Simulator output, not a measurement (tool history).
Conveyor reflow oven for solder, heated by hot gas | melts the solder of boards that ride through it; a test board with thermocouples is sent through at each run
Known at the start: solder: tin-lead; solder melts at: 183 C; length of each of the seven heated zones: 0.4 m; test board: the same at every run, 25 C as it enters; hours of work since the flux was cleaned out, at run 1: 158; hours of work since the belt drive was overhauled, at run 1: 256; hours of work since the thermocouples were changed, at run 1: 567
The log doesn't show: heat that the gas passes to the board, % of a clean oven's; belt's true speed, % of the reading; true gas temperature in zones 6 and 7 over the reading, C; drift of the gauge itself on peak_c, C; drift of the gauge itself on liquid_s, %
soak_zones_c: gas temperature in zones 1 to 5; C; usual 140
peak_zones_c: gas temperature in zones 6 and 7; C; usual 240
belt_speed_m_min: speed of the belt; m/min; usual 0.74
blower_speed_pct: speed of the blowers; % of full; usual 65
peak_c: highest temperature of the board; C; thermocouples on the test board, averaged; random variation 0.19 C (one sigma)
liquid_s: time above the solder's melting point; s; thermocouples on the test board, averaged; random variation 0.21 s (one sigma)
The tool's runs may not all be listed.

run	hour	soak_zones_c	peak_zones_c	belt_speed_m_min	blower_speed_pct	hours of work since the flux was cleaned out	hours of work since the belt drive was overhauled	hours of work since the thermocouples were changed	peak_c	liquid_s
1	0	140	240	0.74	65	158	256	567	221.3	51.6
2	7.7	140	240	0.74	65	162	260	571	221.2	51.7
3	16.4	140	240	0.74	65	166	265	575	221.4	51.7
4	22.5	140	240	0.74	65	169	268	578	221.2	51.4
5	36.6	140	240	0.74	65	177	275	586	220.8	51.7
6	45.3	140	240	0.74	65	181	280	590	221.1	51.4
7	57	140	240	0.74	65	187	286	596	221.1	51.3
8	64.3	140	240	0.74	65	191	289	600	221.1	51.5
9	71.3	140	240	0.74	65	194	293	603	221.1	51.7
10	80	140	240	0.74	65	199	297	608	221	51.3
11	91.7	140	240	0.74	65	205	303	614	221.3	51.6
12	103.1	140	240	0.833	65	211	309	620	216.3	42.1
13	114.4	140	240	0.833	65	216	315	625	216	42.4
14	123.3	140	240	0.74	65	221	320	630	220.9	51.6
15	133.5	140	240	0.74	65	226	325	635	220.6	51.4
16	142.6	140	240	0.74	65	231	329	640	220.8	51
17	155.9	148	244	0.614	78	238	336	647	234.5	74.3
18	165.3	148	244	0.614	78	243	341	652	234.5	73.7
19	175.7	140	230	0.74	69	248	346	657	213.2	46.1
20	182.8	140	240	0.74	55	252	350	661	218	49.1
21	195.4	131	246	0.666	64	258	357	667	228	58.8
22	209.4	126	229	0.598	65	265	364	674	216	56.2
23	217.5	140	240	0.623	52	269	368	678	224.3	63.7
24	229.3	133	237	0.819	57	275	374	684	209.9	36
# hour 241.7: flux residue cleaned out of gas plates and filters
25	241.7	133	237	0.819	57	0	378	688	212.9	38.6
26	249.9	145	246	0.827	64	4	382	692	224.8	49
27	261.2	132	231	0.723	65	10	388	698	214.5	46.2
28	271	132	231	0.723	65	15	393	703	214.4	46.5
29	279	132	248	0.723	61	19	397	707	228.2	54.8
30	285.7	132	248	0.723	61	23	400	711	228.1	54.8

Forecast each of these 5 alternatives for the next run:
A	295.5	146	241	0.723	52	28	405	716	?	?
B	295.5	130	240	0.723	70	28	405	716	?	?
C	295.5	131	240	0.715	76	28	405	716	?	?
D	295.5	153	248	0.662	61	28	405	716	?	?
E	295.5	132	248	0.723	83	28	405	716	?	?

run	peak_c	liquid_s
A	222.5	55.3
B	223.3	51.4
C	225.2	53.6
D	235.3	70.7
E	233.4	57.8
Without the tool's hidden state the same runs would have given:
run	peak_c	liquid_s
A	219.9	53.1
B	220.6	49.3
C	222.5	51.6
D	232.6	68.8
E	230.8	56
